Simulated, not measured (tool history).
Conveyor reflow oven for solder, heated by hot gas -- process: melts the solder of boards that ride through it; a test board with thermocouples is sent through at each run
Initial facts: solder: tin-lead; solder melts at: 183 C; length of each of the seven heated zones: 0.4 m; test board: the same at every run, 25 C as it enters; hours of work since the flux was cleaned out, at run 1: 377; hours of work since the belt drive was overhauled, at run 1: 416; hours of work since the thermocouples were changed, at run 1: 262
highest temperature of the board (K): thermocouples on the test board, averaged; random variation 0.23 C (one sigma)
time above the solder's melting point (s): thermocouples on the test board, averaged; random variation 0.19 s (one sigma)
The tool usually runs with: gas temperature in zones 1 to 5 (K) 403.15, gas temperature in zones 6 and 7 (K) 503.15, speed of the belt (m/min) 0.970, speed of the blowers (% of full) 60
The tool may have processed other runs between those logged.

run   hour  gas temperature in zones 1 to 5 (K)  gas temperature in zones 6 and 7 (K)  speed of the belt (m/min)  speed of the blowers (% of full)  hours of work since the flux was cleaned out  hours of work since the belt drive was overhauled  hours of work since the thermocouples were changed  highest temperature of the board (K)  time above the solder's melting point (s)
  1    0.0                               403.15                                503.15                      0.970                                60                                           377                                                416                                                 262                                477.35                                       26.6
  2   15.4                               403.15                                503.15                      0.970                                60                                           389                                                427                                                 274                                478.05                                       26.4
      28.9  -- flux residue cleaned out of gas plates and filters
  3   32.8                               403.15                                503.15                      0.970                                60                                             3                                                437                                                 283                                475.75                                       24.8
  4   48.0                               403.15                                503.15                      1.064                                60                                            14                                                448                                                 295                                471.65                                       18.3
  5   56.6                               403.15                                503.15                      1.064                                60                                            21                                                455                                                 302                                471.75                                       18.6
  6   75.7                               403.15                                503.15                      1.064                                60                                            35                                                469                                                 316                                471.05                                       18.9
  7   85.2                               395.15                                503.15                      0.970                                60                                            43                                                476                                                 323                                473.65                                       21.2
  8   97.2                               395.15                                503.15                      0.970                                60                                            52                                                485                                                 332                                473.25                                       21.3
     109.6  -- flux residue cleaned out of gas plates and filters, once more
  9  121.6                               395.15                                503.15                      0.970                                60                                             9                                                500                                                 347                                478.35                                       25.9
 10  134.4                               395.15                                503.15                      0.970                                60                                            19                                                510                                                 357                                478.25                                       26.1
 11  144.7                               395.15                                503.15                      0.970                                60                                            27                                                518                                                 364                                478.45                                       25.6
 12  163.0                               395.15                                503.15                      0.970                                60                                            40                                                532                                                 378                                478.35                                       26.2
 13  178.3                               395.15                                503.15                      0.970                                60                                            52                                                543                                                 390                                477.85                                       25.5
 14  196.4                               403.15                                503.15                      0.970                                60                                            66                                                557                                                 404                                479.75                                       28.6
 15  207.0                               403.15                                503.15                      0.970                                60                                            74                                                565                                                 412                                479.55                                       28.6
 16  220.4                               403.15                                503.15                      0.859                                81                                            84                                                575                                                 422                                489.85                                       41.3
 17  234.3                               403.15                                503.15                      0.859                                81                                            94                                                586                                                 432                                489.75                                       41.0
 18  243.1                               403.15                                503.15                      0.859                                81                                           101                                                592                                                 439                                489.45                                       40.7
 19  253.7                               408.15                                492.15                      0.859                                81                                           109                                                600                                                 447                                480.15                                       36.4
 20  270.3                               408.15                                492.15                      0.859                                81                                           122                                                613                                                 460                                480.35                                       36.2
 21  284.2                               406.15                                504.15                      0.952                                81                                           132                                                623                                                 470                                487.55                                       36.3
 22  300.1                               406.15                                504.15                      1.080                                65                                           144                                                635                                                 482                                478.55                                       24.8
 23  315.5                               403.15                                499.15                      0.979                                60                                           156                                                647                                                 494                                475.85                                       25.1
 24  325.2                               390.15                                503.15                      0.790                                60                                           163                                                654                                                 501                                484.35                                       37.5
 25  336.7                               392.15                                503.15                      1.023                                65                                           172                                                663                                                 510                                476.25                                       22.7
 26  352.5                               392.15                                503.15                      1.023                                65                                           184                                                675                                                 522                                476.35                                       22.3
 27  363.5                               400.15                                503.15                      0.786                                60                                           192                                                683                                                 530                                485.85                                       40.7
 28  374.2                               400.15                                503.15                      0.786                                60                                           200                                                692                                                 538                                486.05                                       40.7
 29  382.8                               400.15                                503.15                      0.786                                60                                           207                                                698                                                 545                                485.85                                       40.9
 30  393.1                               400.15                                503.15                      0.786                                60                                           215                                                706                                                 553                                486.15                                       41.4

Alternative continuations, all from the tool just after run 30; predict every row:
  A  405.2                               400.15                                503.15                      0.877                                60                                           224                                                715                                                 562                                     ?                                          ?
  B  405.2                               412.15                                517.15                      0.870                                60                                           224                                                715                                                 562                                     ?                                          ?
  C  405.2                               400.15                                513.15                      0.786                                55                                           224                                                715                                                 562                                     ?                                          ?
  D  405.2                               400.15                                496.15                      0.849                                67                                           224                                                715                                                 562                                     ?                                          ?
  E  405.2                               400.15                                503.15                      0.917                                60                                           224                                                715                                                 562                                     ?                                          ?

run  highest temperature of the board (K)  time above the solder's melting point (s)
  A                                481.75                                       33.1
  B                                496.55                                       45.4
  C                                493.05                                       45.1
  D                                479.25                                       32.7
  E                                479.95                                       30.2
With no hidden state in the tool, these same runs would have given:
run  highest temperature of the board (K)  time above the solder's melting point (s)
  A                                483.25                                       33.5
  B                                497.95                                       45.2
  C                                494.35                                       45.0
  D                                480.65                                       33.4
  E                                481.45                                       30.7
